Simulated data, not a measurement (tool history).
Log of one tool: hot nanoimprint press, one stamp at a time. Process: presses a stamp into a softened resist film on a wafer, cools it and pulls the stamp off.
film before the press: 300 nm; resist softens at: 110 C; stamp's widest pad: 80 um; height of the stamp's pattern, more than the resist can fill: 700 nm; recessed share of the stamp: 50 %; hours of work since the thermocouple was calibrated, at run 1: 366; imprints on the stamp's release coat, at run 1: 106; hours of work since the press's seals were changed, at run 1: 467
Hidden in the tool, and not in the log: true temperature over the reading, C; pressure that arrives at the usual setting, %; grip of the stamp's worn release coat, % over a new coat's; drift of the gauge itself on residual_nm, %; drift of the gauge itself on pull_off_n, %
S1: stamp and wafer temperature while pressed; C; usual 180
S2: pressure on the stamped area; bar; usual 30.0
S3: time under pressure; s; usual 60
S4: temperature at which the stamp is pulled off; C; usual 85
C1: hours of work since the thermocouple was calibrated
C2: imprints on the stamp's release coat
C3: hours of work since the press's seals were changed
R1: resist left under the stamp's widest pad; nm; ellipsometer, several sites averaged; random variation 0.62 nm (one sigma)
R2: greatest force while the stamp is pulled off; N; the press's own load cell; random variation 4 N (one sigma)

run	hour	S1	S2	S3	S4	C1	C2	C3	R1	R2
1	0.0	180	30.0	60	85	366	106	467	98.7	187
2	25.0	180	30.0	60	85	378	195	479	97.8	194
# hour 36.4: plate thermocouple calibrated
3	46.1	188	30.0	60	85	5	259	489	70.5	207
4	62.6	180	30.0	60	79	13	318	497	105.2	235
5	88.0	180	30.0	60	79	26	408	510	104.0	236
6	101.9	180	30.0	60	79	33	458	517	104.7	244
7	118.8	180	30.0	60	79	42	517	526	104.6	252
8	143.7	180	30.0	60	85	55	606	538	105.2	222
9	162.8	180	30.0	60	85	64	674	548	104.4	224
10	177.3	180	30.0	60	85	72	725	556	104.6	226
11	192.7	180	30.0	60	72	80	780	563	104.9	299
12	211.3	180	30.0	60	85	89	845	573	103.9	237
13	233.1	180	30.0	60	85	100	923	584	103.3	241
14	258.0	180	30.0	60	85	113	1011	597	103.3	248
15	283.6	180	30.0	60	85	126	1102	610	102.9	253
16	311.5	180	30.0	60	85	140	1201	624	103.0	256
17	330.4	180	30.0	60	85	150	1268	634	101.3	253
18	347.1	180	30.0	60	85	158	1327	642	100.3	264
19	374.7	184	19.5	42	86	172	1425	656	118.9	255
20	389.0	171	35.6	33	85	180	1476	663	180.8	262
# hour 417.1: stamp cleaned and given a new release coat
21	419.0	171	35.6	33	85	192	6	676	178.0	191
# hour 454.8: press's hydraulic seals changed and the load cell set to zero
22	454.8	178	30.0	60	85	206	105	0	110.7	189
23	470.2	180	30.0	41	85	214	160	8	116.7	191
24	498.4	180	30.8	73	85	228	260	22	90.3	197
25	513.9	175	30.0	60	85	236	315	30	127.9	209
26	535.9	180	37.9	60	83	247	393	41	88.6	208
27	555.3	180	30.0	39	78	257	462	51	117.0	242
28	575.9	183	30.0	73	78	268	535	62	78.2	250
29	602.8	180	30.0	118	91	281	630	75	73.2	190

3 ways to go on from here, each from the tool as it stands after run 29. What would each give?
A	626.4	180	30.0	40	86	294	714	87	?	?
B	626.4	180	28.9	79	85	294	714	87	?	?
C	626.4	190	23.8	67	85	294	714	87	?	?

run	R1	R2
A	116.4	212
B	88.5	222
C	64.2	216
Without the tool's hidden state the same runs would have given:
run	R1	R2
A	126.0	184
B	96.3	192
C	69.4	187
